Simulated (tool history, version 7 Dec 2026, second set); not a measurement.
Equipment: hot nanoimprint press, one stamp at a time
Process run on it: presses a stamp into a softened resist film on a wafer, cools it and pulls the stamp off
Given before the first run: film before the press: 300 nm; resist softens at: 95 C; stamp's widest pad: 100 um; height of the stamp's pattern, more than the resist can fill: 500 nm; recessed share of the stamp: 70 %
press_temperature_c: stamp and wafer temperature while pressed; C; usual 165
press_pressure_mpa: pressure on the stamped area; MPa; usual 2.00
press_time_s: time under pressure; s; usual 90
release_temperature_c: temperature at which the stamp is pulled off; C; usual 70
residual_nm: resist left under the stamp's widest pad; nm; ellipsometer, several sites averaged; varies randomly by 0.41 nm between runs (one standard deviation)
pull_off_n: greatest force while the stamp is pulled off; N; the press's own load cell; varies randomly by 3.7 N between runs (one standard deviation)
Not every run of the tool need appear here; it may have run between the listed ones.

| run | hour | press_temperature_c | press_pressure_mpa | press_time_s | release_temperature_c | residual_nm | pull_off_n |
|---|---|---|---|---|---|---|---|
| 1 | 0.0 | 165 | 2.00 | 90 | 70 | 107.4 | 256 |
|  | 27.5 | stamp cleaned and given a new release coat |
| 2 | 50.1 | 165 | 2.00 | 90 | 70 | 106.9 | 202 |
| 3 | 116.8 | 165 | 2.00 | 90 | 70 | 106.5 | 209 |
| 4 | 178.0 | 165 | 2.00 | 90 | 70 | 105.7 | 215 |
| 5 | 214.1 | 165 | 2.00 | 90 | 70 | 105.3 | 224 |
| 6 | 249.6 | 165 | 2.00 | 90 | 70 | 104.9 | 220 |
| 7 | 301.6 | 165 | 2.00 | 90 | 70 | 105.0 | 236 |
|  | 369.5 | press's hydraulic seals changed and the load cell set to zero |
| 8 | 377.2 | 165 | 2.00 | 90 | 70 | 102.6 | 240 |
| 9 | 441.4 | 165 | 1.77 | 90 | 70 | 109.9 | 244 |
| 10 | 490.5 | 165 | 1.77 | 90 | 70 | 109.0 | 253 |
|  | 508.0 | stamp cleaned and given a new release coat |
| 11 | 562.4 | 165 | 2.12 | 90 | 70 | 98.7 | 194 |
| 12 | 620.6 | 165 | 1.28 | 90 | 70 | 127.1 | 197 |
|  | 695.2 | plate thermocouple calibrated |
| 13 | 700.9 | 165 | 1.28 | 90 | 70 | 134.5 | 222 |
| 14 | 745.0 | 165 | 1.28 | 90 | 70 | 134.0 | 226 |
| 15 | 812.1 | 165 | 1.28 | 90 | 70 | 133.0 | 238 |
| 16 | 891.8 | 157 | 2.00 | 90 | 66 | 149.6 | 261 |
| 17 | 958.6 | 157 | 2.00 | 90 | 66 | 149.0 | 273 |
|  | 979.1 | stamp cleaned and given a new release coat |
| 18 | 1013.8 | 157 | 2.00 | 90 | 66 | 148.5 | 217 |
| 19 | 1072.0 | 165 | 2.69 | 84 | 70 | 90.8 | 205 |
| 20 | 1111.1 | 159 | 3.07 | 169 | 67 | 85.1 | 225 |
| 21 | 1165.2 | 159 | 3.07 | 169 | 67 | 84.1 | 232 |
| 22 | 1228.1 | 159 | 3.07 | 169 | 67 | 83.9 | 236 |
| 23 | 1268.4 | 173 | 1.53 | 90 | 70 | 84.0 | 230 |
| 24 | 1344.6 | 173 | 1.53 | 90 | 70 | 83.9 | 232 |
| 25 | 1379.2 | 173 | 1.33 | 90 | 70 | 89.3 | 239 |
|  | 1447.9 | stamp cleaned and given a new release coat |
| 26 | 1447.9 | 160 | 1.86 | 132 | 71 | 112.9 | 187 |
| 27 | 1510.3 | 160 | 2.00 | 104 | 70 | 118.4 | 205 |
|  | 1561.3 | plate thermocouple calibrated |
| 28 | 1571.6 | 160 | 2.00 | 104 | 59 | 127.1 | 261 |
| 29 | 1632.1 | 161 | 2.06 | 106 | 67 | 117.6 | 224 |

Branching from run 29: 4 alternative next runs. What would each branch give?
| A | 1696.5 | 164 | 2.06 | 113 | 57 | ? | ? |
| B | 1696.5 | 161 | 1.90 | 60 | 68 | ? | ? |
| C | 1696.5 | 155 | 2.68 | 106 | 67 | ? | ? |
| D | 1696.5 | 165 | 2.32 | 91 | 75 | ? | ? |

| run | residual_nm | pull_off_n |
|---|---|---|
| A | 99.1 | 285 |
| B | 149.4 | 238 |
| C | 135.3 | 240 |
| D | 97.2 | 196 |
Without the tool's unlogged condition, the same runs would have read:
| run | residual_nm | pull_off_n |
|---|---|---|
| A | 100.0 | 250 |
| B | 150.9 | 209 |
| C | 136.4 | 211 |
| D | 98.0 | 173 |
